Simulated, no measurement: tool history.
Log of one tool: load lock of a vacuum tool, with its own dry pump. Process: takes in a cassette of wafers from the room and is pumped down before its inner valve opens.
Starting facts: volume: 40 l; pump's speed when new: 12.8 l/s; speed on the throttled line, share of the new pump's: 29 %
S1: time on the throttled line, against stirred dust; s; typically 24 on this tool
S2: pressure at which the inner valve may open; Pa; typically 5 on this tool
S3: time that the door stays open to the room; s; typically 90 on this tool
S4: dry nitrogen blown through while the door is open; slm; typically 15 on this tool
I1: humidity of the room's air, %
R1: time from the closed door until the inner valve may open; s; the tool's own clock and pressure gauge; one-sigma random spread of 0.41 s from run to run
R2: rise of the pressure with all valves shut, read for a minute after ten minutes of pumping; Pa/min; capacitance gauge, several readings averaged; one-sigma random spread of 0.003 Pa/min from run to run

Run 1, day 0: usual settings; I1 45.7. Result: R1 48.2 s, R2 0.137 Pa/min.
Run 2, day 2.746: usual settings; I1 44. Result: R1 47.9 s, R2 0.138 Pa/min.
Run 3, day 5.712: usual settings; I1 43. Result: R1 47.9 s, R2 0.14 Pa/min.
Run 4, day 10.117: usual settings but S3 27 s; I1 45. Result: R1 48.2 s, R2 0.139 Pa/min.
Run 5, day 13.292: usual settings but S3 27 s; I1 45.8. Result: R1 47.9 s, R2 0.136 Pa/min.
Run 6, day 16.262: usual settings; I1 43.7. Result: R1 48.2 s, R2 0.14 Pa/min.
Run 7, day 18.35: usual settings but S3 28 s, S4 32 slm; I1 45.7. Result: R1 47.8 s, R2 0.129 Pa/min.
Run 8, day 21.333: usual settings but S1 12 s, S3 60 s, S4 43 slm; I1 44. Result: R1 39.6 s, R2 0.134 Pa/min.
Run 9, day 25.925: usual settings but S1 12 s, S3 60 s, S4 43 slm; I1 46.1. Result: R1 39.9 s, R2 0.144 Pa/min.
Run 10, day 28.996: usual settings but S1 12 s, S3 60 s, S4 43 slm; I1 41.3. Result: R1 40.4 s, R2 0.134 Pa/min.
Run 11, day 31.579: usual settings but S1 25 s, S2 4 Pa, S3 85 s, S4 16 slm; I1 42.9. Result: R1 50.2 s, R2 0.15 Pa/min.

3 options for the next run, each taken on its own from the tool as it stands now. Forecast them:
Run A, day 34.583: usual settings but S1 28 s, S2 8 Pa, S3 35 s; I1 44.6. Result: R1 ?, R2 ?.
Run B, day 34.583: usual settings but S2 10 Pa, S4 21 slm; I1 44.8. Result: R1 ?, R2 ?.
Run C, day 34.583: usual settings but S3 57 s; I1 46. Result: R1 ?, R2 ?.

run    R1     R2
  A  49.4  0.142
  B  45.5   0.15
  C  47.9  0.147
Take away the tool's hidden state, keep each run's random variation, and the runs would have read:
run    R1     R2
  A  49.5  0.017
  B  45.6  0.021
  C    48  0.019

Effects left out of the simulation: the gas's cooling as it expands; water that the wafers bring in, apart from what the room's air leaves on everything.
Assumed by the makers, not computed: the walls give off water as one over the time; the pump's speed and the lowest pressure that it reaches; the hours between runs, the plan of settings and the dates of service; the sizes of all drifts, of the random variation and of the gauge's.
